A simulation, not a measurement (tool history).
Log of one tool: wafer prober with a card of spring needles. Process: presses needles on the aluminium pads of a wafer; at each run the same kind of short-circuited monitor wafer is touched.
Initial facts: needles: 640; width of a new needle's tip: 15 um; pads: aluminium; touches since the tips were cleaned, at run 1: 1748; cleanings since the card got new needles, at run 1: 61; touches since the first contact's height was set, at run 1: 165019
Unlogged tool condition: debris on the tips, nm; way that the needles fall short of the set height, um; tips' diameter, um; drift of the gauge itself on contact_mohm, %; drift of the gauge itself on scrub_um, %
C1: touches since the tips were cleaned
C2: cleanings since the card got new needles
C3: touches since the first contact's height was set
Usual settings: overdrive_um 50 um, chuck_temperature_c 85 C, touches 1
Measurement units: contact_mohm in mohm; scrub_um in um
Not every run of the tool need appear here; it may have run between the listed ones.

{"run": 1, "hour": 0.0, "overdrive_um": 50, "chuck_temperature_c": 85, "touches": 1, "C1": 1748, "C2": 61, "C3": 165019, "contact_mohm": 286, "scrub_um": 7.52}
{"hour": 2.2, "done": "tips cleaned on abrasive film"}
{"hour": 7.4, "done": "tips cleaned on abrasive film"}
{"hour": 12.5, "done": "tips cleaned on abrasive film"}
{"run": 2, "hour": 14.0, "overdrive_um": 50, "chuck_temperature_c": 85, "touches": 1, "C1": 937, "C2": 64, "C3": 173320, "contact_mohm": 285, "scrub_um": 7.34}
{"hour": 16.7, "done": "tips cleaned on abrasive film"}
{"hour": 21.3, "done": "tips cleaned on abrasive film"}
{"run": 3, "hour": 23.9, "overdrive_um": 50, "chuck_temperature_c": 85, "touches": 1, "C1": 1553, "C2": 66, "C3": 179199, "contact_mohm": 286, "scrub_um": 7.49}
{"hour": 25.9, "done": "tips cleaned on abrasive film"}
{"hour": 30.9, "done": "tips cleaned on abrasive film"}
{"run": 4, "hour": 33.2, "overdrive_um": 50, "chuck_temperature_c": 85, "touches": 1, "C1": 1416, "C2": 68, "C3": 184710, "contact_mohm": 283, "scrub_um": 7.25}
{"hour": 35.8, "done": "tips cleaned on abrasive film"}
{"hour": 40.4, "done": "tips cleaned on abrasive film"}
{"hour": 45.2, "done": "tips cleaned on abrasive film"}
{"run": 5, "hour": 45.3, "overdrive_um": 50, "chuck_temperature_c": 85, "touches": 1, "C1": 5, "C2": 71, "C3": 191831, "contact_mohm": 287, "scrub_um": 7.36}
{"hour": 50.2, "done": "tips cleaned on abrasive film"}
{"hour": 54.8, "done": "tips cleaned on abrasive film"}
{"run": 6, "hour": 58.0, "overdrive_um": 50, "chuck_temperature_c": 85, "touches": 1, "C1": 1926, "C2": 73, "C3": 199420, "contact_mohm": 281, "scrub_um": 7.28}
{"hour": 59.8, "done": "tips cleaned on abrasive film"}
{"hour": 60.1, "done": "height of the first contact set anew"}
{"hour": 65.2, "done": "tips cleaned on abrasive film"}
{"run": 7, "hour": 65.2, "overdrive_um": 50, "chuck_temperature_c": 85, "touches": 1, "C1": 0, "C2": 75, "C3": 3000, "contact_mohm": 285, "scrub_um": 7.45}
{"hour": 70.3, "done": "tips cleaned on abrasive film"}
{"hour": 75.1, "done": "tips cleaned on abrasive film"}
{"run": 8, "hour": 78.0, "overdrive_um": 50, "chuck_temperature_c": 85, "touches": 2, "C1": 1736, "C2": 77, "C3": 10633, "contact_mohm": 283, "scrub_um": 7.31}
{"hour": 79.8, "done": "tips cleaned on abrasive film"}
{"hour": 84.6, "done": "tips cleaned on abrasive film"}
{"hour": 89.7, "done": "tips cleaned on abrasive film"}
{"run": 9, "hour": 90.9, "overdrive_um": 50, "chuck_temperature_c": 85, "touches": 2, "C1": 760, "C2": 80, "C3": 18283, "contact_mohm": 287, "scrub_um": 7.38}
{"hour": 94.1, "done": "tips cleaned on abrasive film"}
{"hour": 98.4, "done": "tips cleaned on abrasive film"}
{"run": 10, "hour": 100.6, "overdrive_um": 50, "chuck_temperature_c": 85, "touches": 2, "C1": 1315, "C2": 82, "C3": 24008, "contact_mohm": 289, "scrub_um": 7.44}
{"hour": 103.3, "done": "tips cleaned on abrasive film"}
{"run": 11, "hour": 107.2, "overdrive_um": 50, "chuck_temperature_c": 85, "touches": 2, "C1": 2334, "C2": 83, "C3": 27941, "contact_mohm": 283, "scrub_um": 7.18}
{"hour": 108.2, "done": "tips cleaned on abrasive film"}
{"hour": 113.4, "done": "tips cleaned on abrasive film"}
{"hour": 117.7, "done": "tips cleaned on abrasive film"}
{"run": 12, "hour": 117.7, "overdrive_um": 50, "chuck_temperature_c": 85, "touches": 2, "C1": 0, "C2": 86, "C3": 34171, "contact_mohm": 287, "scrub_um": 7.32}
{"hour": 122.2, "done": "tips cleaned on abrasive film"}
{"hour": 126.9, "done": "tips cleaned on abrasive film"}
{"hour": 131.3, "done": "tips cleaned on abrasive film"}
{"run": 13, "hour": 131.6, "overdrive_um": 50, "chuck_temperature_c": 85, "touches": 2, "C1": 179, "C2": 89, "C3": 42388, "contact_mohm": 286, "scrub_um": 7.34}
{"hour": 136.1, "done": "tips cleaned on abrasive film"}
{"run": 14, "hour": 137.4, "overdrive_um": 50, "chuck_temperature_c": 85, "touches": 2, "C1": 782, "C2": 90, "C3": 45810, "contact_mohm": 282, "scrub_um": 7.32}
{"hour": 140.3, "done": "tips cleaned on abrasive film"}
{"hour": 145.1, "done": "tips cleaned on abrasive film"}
{"hour": 149.6, "done": "tips cleaned on abrasive film"}
{"run": 15, "hour": 150.5, "overdrive_um": 50, "chuck_temperature_c": 64, "touches": 1, "C1": 525, "C2": 93, "C3": 53581, "contact_mohm": 283, "scrub_um": 7.24}
{"hour": 154.2, "done": "tips cleaned on abrasive film"}
{"hour": 158.6, "done": "tips cleaned on abrasive film"}
{"hour": 163.1, "done": "tips cleaned on abrasive film"}
{"run": 16, "hour": 163.1, "overdrive_um": 38, "chuck_temperature_c": 31, "touches": 2, "C1": 0, "C2": 96, "C3": 61013, "contact_mohm": 273, "scrub_um": 5.4}
{"hour": 167.5, "done": "tips cleaned on abrasive film"}
{"hour": 172.3, "done": "tips cleaned on abrasive film"}
{"run": 17, "hour": 174.6, "overdrive_um": 50, "chuck_temperature_c": 48, "touches": 2, "C1": 1409, "C2": 98, "C3": 67891, "contact_mohm": 278, "scrub_um": 7.38}
{"hour": 176.7, "done": "tips cleaned on abrasive film"}
{"hour": 181.4, "done": "tips cleaned on abrasive film"}
{"run": 18, "hour": 182.2, "overdrive_um": 50, "chuck_temperature_c": 40, "touches": 2, "C1": 477, "C2": 100, "C3": 72355, "contact_mohm": 270, "scrub_um": 7.45}
{"hour": 185.9, "done": "tips cleaned on abrasive film"}
{"hour": 190.6, "done": "tips cleaned on abrasive film"}
{"run": 19, "hour": 191.0, "overdrive_um": 50, "chuck_temperature_c": 40, "touches": 2, "C1": 254, "C2": 102, "C3": 77598, "contact_mohm": 276, "scrub_um": 7.44}
{"hour": 195.2, "done": "tips cleaned on abrasive film"}
{"hour": 200.0, "done": "tips cleaned on abrasive film"}
{"run": 20, "hour": 201.7, "overdrive_um": 33, "chuck_temperature_c": 45, "touches": 1, "C1": 1057, "C2": 104, "C3": 83960, "contact_mohm": 279, "scrub_um": 4.81}
{"hour": 204.5, "done": "tips cleaned on abrasive film"}
{"hour": 209.2, "done": "tips cleaned on abrasive film"}
{"run": 21, "hour": 212.8, "overdrive_um": 33, "chuck_temperature_c": 45, "touches": 1, "C1": 2205, "C2": 106, "C3": 90550, "contact_mohm": 279, "scrub_um": 4.82}
{"hour": 213.7, "done": "tips cleaned on abrasive film"}
{"hour": 218.5, "done": "tips cleaned on abrasive film"}
{"hour": 223.3, "done": "tips cleaned on abrasive film"}
{"run": 22, "hour": 225.6, "overdrive_um": 40, "chuck_temperature_c": 30, "touches": 1, "C1": 1401, "C2": 109, "C3": 98098, "contact_mohm": 268, "scrub_um": 5.91}
{"hour": 228.4, "done": "tips cleaned on abrasive film"}
{"hour": 233.3, "done": "tips cleaned on abrasive film"}
{"run": 23, "hour": 235.7, "overdrive_um": 40, "chuck_temperature_c": 30, "touches": 1, "C1": 1447, "C2": 111, "C3": 104112, "contact_mohm": 274, "scrub_um": 5.99}
{"hour": 237.8, "done": "tips cleaned on abrasive film"}
{"hour": 242.7, "done": "tips cleaned on abrasive film"}
{"run": 24, "hour": 244.3, "overdrive_um": 69, "chuck_temperature_c": 121, "touches": 3, "C1": 932, "C2": 113, "C3": 109181, "contact_mohm": 294, "scrub_um": 10.1}
{"hour": 247.2, "done": "tips cleaned on abrasive film"}
{"hour": 251.6, "done": "tips cleaned on abrasive film"}
{"run": 25, "hour": 253.7, "overdrive_um": 69, "chuck_temperature_c": 121, "touches": 3, "C1": 1271, "C2": 115, "C3": 114797, "contact_mohm": 289, "scrub_um": 10}
{"hour": 256.5, "done": "tips cleaned on abrasive film"}
{"hour": 261.7, "done": "tips cleaned on abrasive film"}
{"run": 26, "hour": 265.8, "overdrive_um": 50, "chuck_temperature_c": 44, "touches": 1, "C1": 2463, "C2": 117, "C3": 121986, "contact_mohm": 278, "scrub_um": 7.34}
{"hour": 266.8, "done": "tips cleaned on abrasive film"}
{"hour": 271.1, "done": "tips cleaned on abrasive film"}
{"run": 27, "hour": 273.1, "overdrive_um": 49, "chuck_temperature_c": 43, "touches": 1, "C1": 1177, "C2": 119, "C3": 126281, "contact_mohm": 271, "scrub_um": 7.27}
{"hour": 275.9, "done": "tips cleaned on abrasive film"}
{"hour": 280.3, "done": "tips cleaned on abrasive film"}
{"run": 28, "hour": 280.3, "overdrive_um": 35, "chuck_temperature_c": 85, "touches": 3, "C1": 0, "C2": 121, "C3": 130515, "contact_mohm": 290, "scrub_um": 5.22}

Hidden condition of the tool, last listed run before each entry between runs versus first listed run after:
In the gap between runs 1 and 2: tips cleaned on abrasive film (hour 2.2); tips cleaned on abrasive film (hour 7.4); tips cleaned on abrasive film (hour 12.5)
  the hidden state is the same at both runs
In the gap between runs 2 and 3: tips cleaned on abrasive film (hour 16.7); tips cleaned on abrasive film (hour 21.3)
  the hidden state is the same at both runs
In the gap between runs 3 and 4: tips cleaned on abrasive film (hour 25.9); tips cleaned on abrasive film (hour 30.9)
  the hidden state is the same at both runs
In the gap between runs 4 and 5: tips cleaned on abrasive film (hour 35.8); tips cleaned on abrasive film (hour 40.4); tips cleaned on abrasive film (hour 45.2)
  debris on the tips, nm: 0.2 -> 0
In the gap between runs 5 and 6: tips cleaned on abrasive film (hour 50.2); tips cleaned on abrasive film (hour 54.8)
  debris on the tips, nm: 0 -> 0.2
In the gap between runs 6 and 7: tips cleaned on abrasive film (hour 59.8); height of the first contact set anew (hour 60.1); tips cleaned on abrasive film (hour 65.2)
  debris on the tips, nm: 0.2 -> 0; way that the needles fall short of the set height, um: 0.02 -> 0
In the gap between runs 7 and 8: tips cleaned on abrasive film (hour 70.3); tips cleaned on abrasive film (hour 75.1)
  debris on the tips, nm: 0 -> 0.2
In the gap between runs 8 and 9: tips cleaned on abrasive film (hour 79.8); tips cleaned on abrasive film (hour 84.6); tips cleaned on abrasive film (hour 89.7)
  the hidden state is the same at both runs
In the gap between runs 9 and 10: tips cleaned on abrasive film (hour 94.1); tips cleaned on abrasive film (hour 98.4)
  the hidden state is the same at both runs
In the gap between runs 10 and 11: tips cleaned on abrasive film (hour 103.3)
  debris on the tips, nm: 0.2 -> 0.3
In the gap between runs 11 and 12: tips cleaned on abrasive film (hour 108.2); tips cleaned on abrasive film (hour 113.4); tips cleaned on abrasive film (hour 117.7)
  debris on the tips, nm: 0.3 -> 0
In the gap between runs 12 and 13: tips cleaned on abrasive film (hour 122.2); tips cleaned on abrasive film (hour 126.9); tips cleaned on abrasive film (hour 131.3)
  debris on the tips, nm: 0 -> 0.1
In the gap between runs 13 and 14: tips cleaned on abrasive film (hour 136.1)
  the hidden state is the same at both runs
In the gap between runs 14 and 15: tips cleaned on abrasive film (hour 140.3); tips cleaned on abrasive film (hour 145.1); tips cleaned on abrasive film (hour 149.6)
  way that the needles fall short of the set height, um: 0 -> 0.01
In the gap between runs 15 and 16: tips cleaned on abrasive film (hour 154.2); tips cleaned on abrasive film (hour 158.6); tips cleaned on abrasive film (hour 163.1)
  debris on the tips, nm: 0.1 -> 0
In the gap between runs 16 and 17: tips cleaned on abrasive film (hour 167.5); tips cleaned on abrasive film (hour 172.3)
  debris on the tips, nm: 0 -> 0.2
In the gap between runs 17 and 18: tips cleaned on abrasive film (hour 176.7); tips cleaned on abrasive film (hour 181.4)
  debris on the tips, nm: 0.2 -> 0.1
In the gap between runs 18 and 19: tips cleaned on abrasive film (hour 185.9); tips cleaned on abrasive film (hour 190.6)
  the hidden state is the same at both runs
In the gap between runs 19 and 20: tips cleaned on abrasive film (hour 195.2); tips cleaned on abrasive film (hour 200)
  debris on the tips, nm: 0.1 -> 0.2
In the gap between runs 20 and 21: tips cleaned on abrasive film (hour 204.5); tips cleaned on abrasive film (hour 209.2)
  debris on the tips, nm: 0.2 -> 0.3
In the gap between runs 21 and 22: tips cleaned on abrasive film (hour 213.7); tips cleaned on abrasive film (hour 218.5); tips cleaned on abrasive film (hour 223.3)
  debris on the tips, nm: 0.3 -> 0.2
In the gap between runs 22 and 23: tips cleaned on abrasive film (hour 228.4); tips cleaned on abrasive film (hour 233.3)
  the hidden state is the same at both runs
In the gap between runs 23 and 24: tips cleaned on abrasive film (hour 237.8); tips cleaned on abrasive film (hour 242.7)
  the hidden state is the same at both runs
In the gap between runs 24 and 25: tips cleaned on abrasive film (hour 247.2); tips cleaned on abrasive film (hour 251.6)
  the hidden state is the same at both runs
In the gap between runs 25 and 26: tips cleaned on abrasive film (hour 256.5); tips cleaned on abrasive film (hour 261.7)
  debris on the tips, nm: 0.2 -> 0.3
In the gap between runs 26 and 27: tips cleaned on abrasive film (hour 266.8); tips cleaned on abrasive film (hour 271.1)
  debris on the tips, nm: 0.3 -> 0.2
In the gap between runs 27 and 28: tips cleaned on abrasive film (hour 275.9); tips cleaned on abrasive film (hour 280.3)
  debris on the tips, nm: 0.2 -> 0

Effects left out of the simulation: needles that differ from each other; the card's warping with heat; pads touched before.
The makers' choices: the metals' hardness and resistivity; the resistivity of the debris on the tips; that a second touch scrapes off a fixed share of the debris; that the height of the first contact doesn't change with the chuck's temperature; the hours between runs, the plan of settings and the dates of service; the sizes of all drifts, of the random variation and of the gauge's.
